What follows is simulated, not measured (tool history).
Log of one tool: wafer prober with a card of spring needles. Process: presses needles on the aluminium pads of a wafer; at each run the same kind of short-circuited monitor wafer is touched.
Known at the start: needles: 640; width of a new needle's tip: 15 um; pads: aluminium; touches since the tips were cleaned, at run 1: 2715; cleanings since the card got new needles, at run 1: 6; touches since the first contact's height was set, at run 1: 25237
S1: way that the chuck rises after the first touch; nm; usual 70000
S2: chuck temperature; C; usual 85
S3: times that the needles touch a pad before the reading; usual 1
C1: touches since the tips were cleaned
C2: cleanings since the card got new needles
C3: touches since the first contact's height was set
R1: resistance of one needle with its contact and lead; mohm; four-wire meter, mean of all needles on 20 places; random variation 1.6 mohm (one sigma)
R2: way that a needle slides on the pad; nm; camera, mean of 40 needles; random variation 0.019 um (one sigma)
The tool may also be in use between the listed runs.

run	hour	S1	S2	S3	C1	C2	C3	R1	R2
1	0	70000	85	1	2715	6	25237	159	9570
# hour 1.7: tips cleaned on abrasive film
2	4.4	70000	85	1	887	7	26657	160	9570
# hour 11.7: tips cleaned on abrasive film
3	13.2	70000	85	1	497	8	29489	160	9530
# hour 21.9: tips cleaned on abrasive film
4	22.4	70000	56	1	175	9	32493	156	9550
# hour 31.8: tips cleaned on abrasive film
5	32	70000	56	1	80	10	35590	154	9590
6	39.5	70000	56	1	2532	10	38042	154	9570
# hour 41.7: tips cleaned on abrasive film
7	48.6	70000	56	1	2265	11	40994	157	9580
# hour 51.6: tips cleaned on abrasive film
8	54.2	70000	56	1	843	12	42806	156	9580
9	58.7	70000	56	1	2318	12	44281	153	9610
# hour 61.9: tips cleaned on abrasive film
10	64.9	70000	56	1	978	13	46261	157	9580
11	69.7	70000	56	1	2571	13	47854	154	9550
# hour 72.1: tips cleaned on abrasive film
12	75.9	70000	85	1	1245	14	49854	158	9590
13	81	70000	85	1	2910	14	51519	162	9580
# hour 82.3: tips cleaned on abrasive film
14	89.2	70000	85	1	2264	15	54175	158	9580
# hour 92.4: tips cleaned on abrasive film
15	98.7	70000	85	1	2044	16	57243	161	9570
# hour 102.7: tips cleaned on abrasive film
16	104.2	70000	85	1	490	17	59006	161	9570
17	109.4	70000	85	1	2202	17	60718	160	9590
# hour 112.9: tips cleaned on abrasive film
18	114.8	66000	93	1	624	18	62446	162	9040
19	119.8	59000	107	1	2274	18	64096	165	8070
# hour 122.8: tips cleaned on abrasive film
20	127.8	89000	85	2	1613	19	66675	155	12160
# hour 132.9: tips cleaned on abrasive film
21	132.9	70000	66	1	0	20	68331	156	9590
22	140.7	70000	30	1	2551	20	70882	147	9540
# hour 143: tips cleaned on abrasive film
23	146.9	70000	64	1	1267	21	72877	156	9590
24	150.8	76000	33	1	2558	21	74168	150	10410
# hour 153.2: tips cleaned on abrasive film
25	159.2	77000	26	1	1976	22	76878	147	10500
# hour 163.5: tips cleaned on abrasive film
26	164	77000	26	1	193	23	78430	146	10550
27	172.4	77000	26	1	2938	23	81175	148	10520
# hour 173.7: tips cleaned on abrasive film
28	176.9	60000	72	1	1043	24	82596	159	8220
# hour 184: tips cleaned on abrasive film
29	185.2	70000	85	1	395	25	85304	158	9590
30	190.9	70000	85	1	2267	25	87176	161	9610
# hour 194.3: tips cleaned on abrasive film
31	197.9	62000	125	1	1196	26	89430	169	8480
# hour 204.7: tips cleaned on abrasive film
32	207	62000	125	1	739	27	92362	169	8470
33	212.2	79000	71	2	2445	27	94068	155	10810

Hidden state at the last listed run before each entry between runs and at the first one after, where it differs:
Between runs 1 and 2: tips cleaned on abrasive film (hour 1.7)
  debris on the tips, nm: 0.5 -> 0.2
Between runs 2 and 3: tips cleaned on abrasive film (hour 11.7)
  debris on the tips, nm: 0.2 -> 0.1
Between runs 3 and 4: tips cleaned on abrasive film (hour 21.9)
  no hidden state differs between the two runs
Between runs 4 and 5: tips cleaned on abrasive film (hour 31.8)
  debris on the tips, nm: 0.1 -> 0
Between runs 6 and 7: tips cleaned on abrasive film (hour 41.7)
  no hidden state differs between the two runs
Between runs 7 and 8: tips cleaned on abrasive film (hour 51.6)
  debris on the tips, nm: 0.4 -> 0.2
Between runs 9 and 10: tips cleaned on abrasive film (hour 61.9)
  debris on the tips, nm: 0.4 -> 0.2
Between runs 11 and 12: tips cleaned on abrasive film (hour 72.1)
  debris on the tips, nm: 0.4 -> 0.3
Between runs 13 and 14: tips cleaned on abrasive film (hour 82.3)
  debris on the tips, nm: 0.5 -> 0.4
Between runs 14 and 15: tips cleaned on abrasive film (hour 92.4)
  no hidden state differs between the two runs
Between runs 15 and 16: tips cleaned on abrasive film (hour 102.7)
  debris on the tips, nm: 0.4 -> 0.1
Between runs 17 and 18: tips cleaned on abrasive film (hour 112.9)
  debris on the tips, nm: 0.4 -> 0.2
Between runs 19 and 20: tips cleaned on abrasive film (hour 122.8)
  debris on the tips, nm: 0.4 -> 0.3
Between runs 20 and 21: tips cleaned on abrasive film (hour 132.9)
  debris on the tips, nm: 0.3 -> 0
Between runs 22 and 23: tips cleaned on abrasive film (hour 143)
  debris on the tips, nm: 0.4 -> 0.3
Between runs 24 and 25: tips cleaned on abrasive film (hour 153.2)
  no hidden state differs between the two runs
Between runs 25 and 26: tips cleaned on abrasive film (hour 163.5)
  debris on the tips, nm: 0.4 -> 0.1; way that the needles fall short of the set height, um: 0 -> 0.01
Between runs 27 and 28: tips cleaned on abrasive film (hour 173.7)
  debris on the tips, nm: 0.5 -> 0.2
Between runs 28 and 29: tips cleaned on abrasive film (hour 184)
  debris on the tips, nm: 0.2 -> 0.1
Between runs 30 and 31: tips cleaned on abrasive film (hour 194.3)
  debris on the tips, nm: 0.4 -> 0.3
Between runs 31 and 32: tips cleaned on abrasive film (hour 204.7)
  debris on the tips, nm: 0.3 -> 0.2
